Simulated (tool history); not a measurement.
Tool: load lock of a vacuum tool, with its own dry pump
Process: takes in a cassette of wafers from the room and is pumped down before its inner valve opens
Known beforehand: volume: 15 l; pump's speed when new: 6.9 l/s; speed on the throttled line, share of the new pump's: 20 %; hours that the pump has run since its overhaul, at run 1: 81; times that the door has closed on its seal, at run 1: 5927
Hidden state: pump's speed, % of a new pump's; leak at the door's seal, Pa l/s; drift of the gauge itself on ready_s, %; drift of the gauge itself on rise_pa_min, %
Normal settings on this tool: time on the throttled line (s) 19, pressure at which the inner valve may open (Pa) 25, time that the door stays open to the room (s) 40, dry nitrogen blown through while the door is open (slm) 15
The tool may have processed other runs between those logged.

run	hour	time on the throttled line (s)	pressure at which the inner valve may open (Pa)	time that the door stays open to the room (s)	dry nitrogen blown through while the door is open (slm)	hours that the pump has run since its overhaul	times that the door has closed on its seal	incoming humidity of the room's air, %	time from the closed door until the inner valve may open (s)	rise of the pressure with all valves shut (Pa/min)
1	0.0	19	25	40	15	81	5927	44.5	33.6	0.117
2	128.3	19	25	40	15	210	6421	43.8	34.1	0.121
3	219.5	19	25	40	15	301	6772	42.9	33.6	0.127
4	349.4	19	33	40	15	431	7272	46.1	32.4	0.142
5	481.5	19	33	40	15	563	7780	44.6	33.0	0.140
6	606.3	19	25	40	11	688	8260	44.2	33.7	0.160
7	743.2	19	25	40	11	825	8787	45.2	33.5	0.172
8	921.2	19	25	40	11	1003	9472	43.1	33.6	0.186
9	1097.0	19	25	40	11	1178	10149	47.3	34.1	0.196
10	1194.1	19	25	40	15	1276	10522	42.6	33.5	0.196
11	1336.2	19	25	40	15	1418	11069	45.7	34.2	0.210
12	1438.2	34	25	40	15	1520	11462	42.3	45.7	0.210
13	1571.3	34	25	40	15	1653	11974	45.1	45.9	0.220
14	1748.4	34	25	40	15	1830	12656	45.3	46.1	0.241
15	1823.3	34	25	40	15	1905	12944	42.3	45.9	0.238
16	1989.0	19	25	74	15	2070	13581	43.9	33.2	0.274
17	2089.9	19	24	40	15	2171	13970	48.9	34.4	0.269
18	2181.8	19	25	40	15	2263	14323	44.5	34.6	0.273
19	2353.7	19	25	40	22	2435	14985	49.8	35.0	0.298
20	2515.4	18	31	220	14	2597	15607	43.5	32.5	0.355
21	2626.0	19	38	61	15	2707	16033	46.0	33.3	0.327
22	2724.3	19	38	61	15	2806	16411	40.5	33.3	0.335
23	2878.4	19	40	137	30	2960	17004	44.6	32.7	0.359
24	2995.5	21	40	40	15	3077	17455	42.9	34.0	0.358
25	3105.3	21	32	40	12	3187	17877	46.0	35.1	0.381
26	3246.9	19	33	139	15	3328	18422	47.5	33.6	0.416
27	3359.5	29	27	28	15	3441	18855	42.5	41.2	0.405
28	3457.0	29	27	27	15	3538	19231	44.7	42.5	0.419
29	3628.2	29	27	27	15	3710	19890	45.5	42.8	0.433
30	3808.9	29	22	27	43	3890	20585	42.2	42.5	0.451
31	3966.7	28	30	30	38	4048	21192	43.7	40.6	0.476
32	4116.0	32	18	40	15	4197	21767	45.4	45.3	0.503
33	4263.5	13	20	66	25	4345	22334	43.0	30.9	0.523
34	4386.3	19	25	90	15	4468	22807	46.2	34.9	0.553
35	4488.8	30	25	40	15	4570	23202	45.6	43.5	0.565
36	4569.6	30	25	40	15	4651	23512	48.8	43.3	0.573
37	4750.5	30	25	227	19	4832	24209	48.6	43.6	0.619

Hidden state or all else? Some run-to-run changes of time from the closed door until the inner valve may open (s), split into what the settings, what came in and random variation would give without the hidden state, and what is left for the hidden state (with any gauge scatter that isn't in both results):
Run 5 -> 6: pressure at which the inner valve may open (Pa) 33 -> 25, dry nitrogen blown through while the door is open (slm) 15 -> 11. time from the closed door until the inner valve may open (s) +0.7: hidden state +0.1, all else +0.6.
Run 11 -> 12: time on the throttled line (s) 19 -> 34. time from the closed door until the inner valve may open (s) +11.5: hidden state -0.1, all else +11.6.
Run 15 -> 16: time on the throttled line (s) 34 -> 19, time that the door stays open to the room (s) 40 -> 74. time from the closed door until the inner valve may open (s) -12.7: hidden state +0.1, all else -12.8.
Run 32 -> 33: time on the throttled line (s) 32 -> 13, pressure at which the inner valve may open (Pa) 18 -> 20, time that the door stays open to the room (s) 40 -> 66, dry nitrogen blown through while the door is open (slm) 15 -> 25. time from the closed door until the inner valve may open (s) -14.4: hidden state +0.4, all else -14.8.
Run 33 -> 34: time on the throttled line (s) 13 -> 19, pressure at which the inner valve may open (Pa) 20 -> 25, time that the door stays open to the room (s) 66 -> 90, dry nitrogen blown through while the door is open (slm) 25 -> 15. time from the closed door until the inner valve may open (s) +4.0: hidden state -0.2, all else +4.2.
